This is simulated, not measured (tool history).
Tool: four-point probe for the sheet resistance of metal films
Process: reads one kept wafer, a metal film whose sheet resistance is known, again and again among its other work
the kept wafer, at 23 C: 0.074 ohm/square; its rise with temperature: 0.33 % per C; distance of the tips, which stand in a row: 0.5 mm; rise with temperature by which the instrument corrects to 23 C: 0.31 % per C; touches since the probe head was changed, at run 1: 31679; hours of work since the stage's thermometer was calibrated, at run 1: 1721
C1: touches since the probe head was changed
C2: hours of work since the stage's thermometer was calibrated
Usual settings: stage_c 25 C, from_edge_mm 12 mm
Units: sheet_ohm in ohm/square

run 1 day=0 | stage_c=25 from_edge_mm=12 | C1=31679 C2=1721 | sheet_ohm=0.074246
run 2 day=3.758 | stage_c=25 from_edge_mm=12 | C1=32759 C2=1761 | sheet_ohm=0.074226
run 3 day=8.842 | stage_c=25 from_edge_mm=12 | C1=34219 C2=1814 | sheet_ohm=0.074231
run 4 day=13.738 | stage_c=25 from_edge_mm=12 | C1=35626 C2=1865 | sheet_ohm=0.074256
run 5 day=16.275 | stage_c=25 from_edge_mm=4 | C1=36356 C2=1892 | sheet_ohm=0.074808
run 6 day=19.992 | stage_c=25 from_edge_mm=4 | C1=37423 C2=1931 | sheet_ohm=0.074814
-- day=22.033 stage's thermometer calibrated
run 7 day=22.792 | stage_c=25 from_edge_mm=12 | C1=38222 C2=8 | sheet_ohm=0.074287
run 8 day=25.496 | stage_c=22 from_edge_mm=12 | C1=38999 C2=36 | sheet_ohm=0.074289
run 9 day=31.246 | stage_c=22 from_edge_mm=12 | C1=40651 C2=97 | sheet_ohm=0.074258
run 10 day=35.433 | stage_c=22 from_edge_mm=4 | C1=41854 C2=141 | sheet_ohm=0.074799
run 11 day=40.375 | stage_c=22 from_edge_mm=4 | C1=43273 C2=192 | sheet_ohm=0.07483
run 12 day=45.196 | stage_c=25 from_edge_mm=12 | C1=44659 C2=243 | sheet_ohm=0.074323
run 13 day=49.721 | stage_c=25 from_edge_mm=12 | C1=45959 C2=291 | sheet_ohm=0.074314
run 14 day=54.321 | stage_c=25 from_edge_mm=12 | C1=47280 C2=339 | sheet_ohm=0.074319
run 15 day=58.996 | stage_c=26 from_edge_mm=12 | C1=48624 C2=388 | sheet_ohm=0.074371
run 16 day=63.079 | stage_c=26 from_edge_mm=12 | C1=49797 C2=431 | sheet_ohm=0.074372
run 17 day=67.542 | stage_c=26 from_edge_mm=12 | C1=51079 C2=478 | sheet_ohm=0.074357
run 18 day=72.483 | stage_c=25 from_edge_mm=73 | C1=52500 C2=529 | sheet_ohm=0.074245
run 19 day=78.271 | stage_c=25 from_edge_mm=73 | C1=54163 C2=590 | sheet_ohm=0.074251
run 20 day=80.992 | stage_c=25 from_edge_mm=73 | C1=54944 C2=619 | sheet_ohm=0.074267
run 21 day=86.004 | stage_c=25 from_edge_mm=35 | C1=56385 C2=671 | sheet_ohm=0.07426
run 22 day=91.829 | stage_c=25 from_edge_mm=35 | C1=58058 C2=732 | sheet_ohm=0.074238
run 23 day=95.904 | stage_c=25 from_edge_mm=32 | C1=59229 C2=775 | sheet_ohm=0.074278
run 24 day=101.808 | stage_c=21 from_edge_mm=8 | C1=60926 C2=837 | sheet_ohm=0.074328
run 25 day=106.658 | stage_c=30 from_edge_mm=7 | C1=62318 C2=888 | sheet_ohm=0.074551

Run 26 comes next. What will it give?
run 26 day=112 | stage_c=18 from_edge_mm=3 | C1=63853 C2=944 | sheet_ohm=?

Run 26 gave sheet_ohm 0.075221 ohm/square.
Without the tool's hidden state the same run would have given sheet_ohm 0.074995 ohm/square.
